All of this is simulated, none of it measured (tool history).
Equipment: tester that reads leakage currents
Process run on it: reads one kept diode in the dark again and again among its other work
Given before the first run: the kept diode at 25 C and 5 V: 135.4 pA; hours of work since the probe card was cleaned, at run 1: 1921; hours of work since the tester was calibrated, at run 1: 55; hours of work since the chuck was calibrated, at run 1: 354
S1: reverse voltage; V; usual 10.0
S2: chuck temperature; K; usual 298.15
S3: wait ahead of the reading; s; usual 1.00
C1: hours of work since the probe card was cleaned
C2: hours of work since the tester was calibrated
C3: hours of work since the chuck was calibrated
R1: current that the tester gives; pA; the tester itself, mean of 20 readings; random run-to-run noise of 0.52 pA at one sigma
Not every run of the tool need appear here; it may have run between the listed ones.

run	hour	S1	S2	S3	C1	C2	C3	R1
1	0.0	10.0	298.15	1.00	1921	55	354	197.39
# hour 33.3: probe card cleaned and baked
2	79.7	10.0	298.15	1.00	21	90	388	203.79
3	182.1	10.0	298.15	1.00	67	136	435	205.79
4	276.6	10.0	298.15	1.68	110	179	478	207.58
# hour 290.9: probe card cleaned and baked, once more
5	378.8	10.0	298.15	1.68	40	224	522	193.19
6	492.6	10.0	298.15	1.68	91	275	574	195.58
7	594.1	10.0	298.15	1.68	137	321	620	198.12
8	712.2	10.0	298.15	1.00	191	375	673	201.36
9	810.0	10.0	298.15	1.00	235	419	717	203.34
10	925.7	10.0	298.15	1.00	287	471	770	206.87
11	1034.4	10.0	298.15	1.00	336	520	819	208.07
# hour 1065.0: chuck's temperature calibrated
12	1098.0	6.7	316.15	1.41	364	548	15	626.05

Expected results for the next run?
13	1162.8	4.3	316.15	4.24	393	578	44	?

{"run 13": {"R1": 540.99}}
With the hidden condition absent and the run-to-run variation left alone, this run would have shown R1 533.34 pA.
